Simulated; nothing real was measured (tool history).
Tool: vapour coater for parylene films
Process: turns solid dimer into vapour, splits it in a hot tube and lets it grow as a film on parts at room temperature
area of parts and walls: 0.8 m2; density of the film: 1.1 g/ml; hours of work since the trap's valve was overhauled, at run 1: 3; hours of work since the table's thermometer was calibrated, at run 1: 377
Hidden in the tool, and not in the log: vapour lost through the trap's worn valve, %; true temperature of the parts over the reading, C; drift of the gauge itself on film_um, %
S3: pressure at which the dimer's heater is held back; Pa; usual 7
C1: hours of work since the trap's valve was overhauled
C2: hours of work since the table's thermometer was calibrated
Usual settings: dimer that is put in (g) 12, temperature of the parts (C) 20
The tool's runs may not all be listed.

run 1 hour=0 | dimer_that_is_put_in_(g)=12 temperature_of_the_parts_(C)=20 S3=7 | C1=3 C2=377 | thickness_of_the_film_(µm)=6.24
run 2 hour=50.5 | dimer_that_is_put_in_(g)=11 temperature_of_the_parts_(C)=20 S3=7 | C1=42 C2=416 | thickness_of_the_film_(µm)=5.66
run 3 hour=107.7 | dimer_that_is_put_in_(g)=12 temperature_of_the_parts_(C)=20 S3=4.54 | C1=86 C2=460 | thickness_of_the_film_(µm)=6.25
run 4 hour=176.4 | dimer_that_is_put_in_(g)=12 temperature_of_the_parts_(C)=20 S3=4.54 | C1=139 C2=513 | thickness_of_the_film_(µm)=6.22
run 5 hour=207.4 | dimer_that_is_put_in_(g)=12 temperature_of_the_parts_(C)=20 S3=4.54 | C1=163 C2=537 | thickness_of_the_film_(µm)=6.25
run 6 hour=239.9 | dimer_that_is_put_in_(g)=12 temperature_of_the_parts_(C)=20 S3=7 | C1=188 C2=562 | thickness_of_the_film_(µm)=6.02
run 7 hour=294.4 | dimer_that_is_put_in_(g)=12 temperature_of_the_parts_(C)=20 S3=7 | C1=230 C2=604 | thickness_of_the_film_(µm)=5.82
run 8 hour=331.2 | dimer_that_is_put_in_(g)=12 temperature_of_the_parts_(C)=15 S3=7 | C1=258 C2=632 | thickness_of_the_film_(µm)=7.52
run 9 hour=401.6 | dimer_that_is_put_in_(g)=12 temperature_of_the_parts_(C)=15 S3=7 | C1=313 C2=686 | thickness_of_the_film_(µm)=7.29
run 10 hour=472.8 | dimer_that_is_put_in_(g)=12 temperature_of_the_parts_(C)=15 S3=10.09 | C1=367 C2=741 | thickness_of_the_film_(µm)=6.95
run 11 hour=528.7 | dimer_that_is_put_in_(g)=12 temperature_of_the_parts_(C)=27 S3=7 | C1=411 C2=784 | thickness_of_the_film_(µm)=3.97
-- hour=585.9 trap's valve overhauled
run 12 hour=596.7 | dimer_that_is_put_in_(g)=12 temperature_of_the_parts_(C)=27 S3=7 | C1=8 C2=833 | thickness_of_the_film_(µm)=4.41
run 13 hour=664.1 | dimer_that_is_put_in_(g)=12 temperature_of_the_parts_(C)=27 S3=7 | C1=60 C2=885 | thickness_of_the_film_(µm)=4.36
run 14 hour=718.2 | dimer_that_is_put_in_(g)=12 temperature_of_the_parts_(C)=20 S3=7 | C1=102 C2=927 | thickness_of_the_film_(µm)=5.94
run 15 hour=774.2 | dimer_that_is_put_in_(g)=7 temperature_of_the_parts_(C)=20 S3=7 | C1=145 C2=970 | thickness_of_the_film_(µm)=3.34
run 16 hour=820.7 | dimer_that_is_put_in_(g)=12 temperature_of_the_parts_(C)=20 S3=7 | C1=181 C2=1006 | thickness_of_the_film_(µm)=5.84
-- hour=864.8 table's thermometer calibrated
run 17 hour=881.7 | dimer_that_is_put_in_(g)=12 temperature_of_the_parts_(C)=20 S3=7 | C1=227 C2=13 | thickness_of_the_film_(µm)=6.04
run 18 hour=922.9 | dimer_that_is_put_in_(g)=12 temperature_of_the_parts_(C)=20 S3=5.12 | C1=259 C2=45 | thickness_of_the_film_(µm)=6.09
run 19 hour=959.9 | dimer_that_is_put_in_(g)=12 temperature_of_the_parts_(C)=20 S3=5.12 | C1=287 C2=73 | thickness_of_the_film_(µm)=6.03
run 20 hour=1012.6 | dimer_that_is_put_in_(g)=12 temperature_of_the_parts_(C)=20 S3=5.12 | C1=328 C2=114 | thickness_of_the_film_(µm)=5.91
run 21 hour=1077.9 | dimer_that_is_put_in_(g)=12 temperature_of_the_parts_(C)=20 S3=5.12 | C1=378 C2=164 | thickness_of_the_film_(µm)=5.95
run 22 hour=1114.6 | dimer_that_is_put_in_(g)=12 temperature_of_the_parts_(C)=20 S3=5.12 | C1=406 C2=192 | thickness_of_the_film_(µm)=5.74
-- hour=1176.8 trap's valve overhauled
run 23 hour=1176.8 | dimer_that_is_put_in_(g)=12 temperature_of_the_parts_(C)=23 S3=7 | C1=0 C2=237 | thickness_of_the_film_(µm)=5.5
run 24 hour=1215 | dimer_that_is_put_in_(g)=13 temperature_of_the_parts_(C)=23 S3=2.02 | C1=29 C2=267 | thickness_of_the_film_(µm)=6.23
run 25 hour=1282.3 | dimer_that_is_put_in_(g)=13 temperature_of_the_parts_(C)=23 S3=2.02 | C1=81 C2=318 | thickness_of_the_film_(µm)=6.27
run 26 hour=1346.8 | dimer_that_is_put_in_(g)=15 temperature_of_the_parts_(C)=15 S3=7 | C1=131 C2=368 | thickness_of_the_film_(µm)=9.75
run 27 hour=1382.2 | dimer_that_is_put_in_(g)=14 temperature_of_the_parts_(C)=29 S3=7 | C1=158 C2=395 | thickness_of_the_film_(µm)=4.51
run 28 hour=1450 | dimer_that_is_put_in_(g)=12 temperature_of_the_parts_(C)=15 S3=6.1 | C1=210 C2=448 | thickness_of_the_film_(µm)=7.56
run 29 hour=1500.3 | dimer_that_is_put_in_(g)=15 temperature_of_the_parts_(C)=17 S3=11.13 | C1=249 C2=486 | thickness_of_the_film_(µm)=8.3
run 30 hour=1561.7 | dimer_that_is_put_in_(g)=15 temperature_of_the_parts_(C)=17 S3=11.13 | C1=296 C2=534 | thickness_of_the_film_(µm)=8.06
run 31 hour=1624.4 | dimer_that_is_put_in_(g)=15 temperature_of_the_parts_(C)=17 S3=11.13 | C1=345 C2=582 | thickness_of_the_film_(µm)=7.86
run 32 hour=1679 | dimer_that_is_put_in_(g)=8 temperature_of_the_parts_(C)=13 S3=3.83 | C1=387 C2=624 | thickness_of_the_film_(µm)=5.42
run 33 hour=1738.6 | dimer_that_is_put_in_(g)=16 temperature_of_the_parts_(C)=13 S3=8.61 | C1=433 C2=670 | thickness_of_the_film_(µm)=10.26
-- hour=1765.2 trap's valve overhauled
run 34 hour=1790.2 | dimer_that_is_put_in_(g)=6 temperature_of_the_parts_(C)=32 S3=4.29 | C1=19 C2=707 | thickness_of_the_film_(µm)=1.75
run 35 hour=1843.1 | dimer_that_is_put_in_(g)=6 temperature_of_the_parts_(C)=32 S3=4.29 | C1=60 C2=747 | thickness_of_the_film_(µm)=1.79
run 36 hour=1910.3 | dimer_that_is_put_in_(g)=12 temperature_of_the_parts_(C)=20 S3=2.66 | C1=112 C2=799 | thickness_of_the_film_(µm)=6.28
run 37 hour=1973.4 | dimer_that_is_put_in_(g)=12 temperature_of_the_parts_(C)=20 S3=2.66 | C1=160 C2=848 | thickness_of_the_film_(µm)=6.18
run 38 hour=2008.5 | dimer_that_is_put_in_(g)=12 temperature_of_the_parts_(C)=20 S3=2.66 | C1=187 C2=875 | thickness_of_the_film_(µm)=6.2
run 39 hour=2070.8 | dimer_that_is_put_in_(g)=12 temperature_of_the_parts_(C)=16 S3=2.26 | C1=235 C2=923 | thickness_of_the_film_(µm)=7.44
run 40 hour=2131.3 | dimer_that_is_put_in_(g)=7 temperature_of_the_parts_(C)=25 S3=9.67 | C1=282 C2=969 | thickness_of_the_film_(µm)=2.57
run 41 hour=2173.5 | dimer_that_is_put_in_(g)=7 temperature_of_the_parts_(C)=25 S3=9.67 | C1=314 C2=1002 | thickness_of_the_film_(µm)=2.51
-- hour=2218.3 table's thermometer calibrated
run 42 hour=2220.9 | dimer_that_is_put_in_(g)=12 temperature_of_the_parts_(C)=24 S3=7 | C1=350 C2=2 | thickness_of_the_film_(µm)=4.9
run 43 hour=2292.9 | dimer_that_is_put_in_(g)=9 temperature_of_the_parts_(C)=14 S3=3.74 | C1=406 C2=58 | thickness_of_the_film_(µm)=6.06
run 44 hour=2346 | dimer_that_is_put_in_(g)=9 temperature_of_the_parts_(C)=26 S3=4.09 | C1=447 C2=98 | thickness_of_the_film_(µm)=3.32
-- hour=2356.1 trap's valve overhauled
run 45 hour=2396.4 | dimer_that_is_put_in_(g)=12 temperature_of_the_parts_(C)=30 S3=7.58 | C1=31 C2=134 | thickness_of_the_film_(µm)=3.92

The same runs without the tool's hidden state, with the same run-to-run variation:
run=1 thickness_of_the_film_(µm)=6.4
run=2 thickness_of_the_film_(µm)=5.87
run=3 thickness_of_the_film_(µm)=6.57
run=4 thickness_of_the_film_(µm)=6.66
run=5 thickness_of_the_film_(µm)=6.74
run=6 thickness_of_the_film_(µm)=6.55
run=7 thickness_of_the_film_(µm)=6.42
run=8 thickness_of_the_film_(µm)=8.37
run=9 thickness_of_the_film_(µm)=8.28
run=10 thickness_of_the_film_(µm)=8.05
run=11 thickness_of_the_film_(µm)=4.65
run=12 thickness_of_the_film_(µm)=4.64
run=13 thickness_of_the_film_(µm)=4.67
run=14 thickness_of_the_film_(µm)=6.45
run=15 thickness_of_the_film_(µm)=3.68
run=16 thickness_of_the_film_(µm)=6.5
run=17 thickness_of_the_film_(µm)=6.49
run=18 thickness_of_the_film_(µm)=6.6
run=19 thickness_of_the_film_(µm)=6.6
run=20 thickness_of_the_film_(µm)=6.58
run=21 thickness_of_the_film_(µm)=6.72
run=22 thickness_of_the_film_(µm)=6.56
run=23 thickness_of_the_film_(µm)=5.64
run=24 thickness_of_the_film_(µm)=6.46
run=25 thickness_of_the_film_(µm)=6.6
run=26 thickness_of_the_film_(µm)=10.44
run=27 thickness_of_the_film_(µm)=4.87
run=28 thickness_of_the_film_(µm)=8.3
run=29 thickness_of_the_film_(µm)=9.23
run=30 thickness_of_the_film_(µm)=9.1
run=31 thickness_of_the_film_(µm)=9.04
run=32 thickness_of_the_film_(µm)=6.32
run=33 thickness_of_the_film_(µm)=12.16
run=34 thickness_of_the_film_(µm)=1.84
run=35 thickness_of_the_film_(µm)=1.91
run=36 thickness_of_the_film_(µm)=6.79
run=37 thickness_of_the_film_(µm)=6.8
run=38 thickness_of_the_film_(µm)=6.87
run=39 thickness_of_the_film_(µm)=8.4
run=40 thickness_of_the_film_(µm)=2.94
run=41 thickness_of_the_film_(µm)=2.91
run=42 thickness_of_the_film_(µm)=5.38
run=43 thickness_of_the_film_(µm)=6.77
run=44 thickness_of_the_film_(µm)=3.77
run=45 thickness_of_the_film_(µm)=3.97
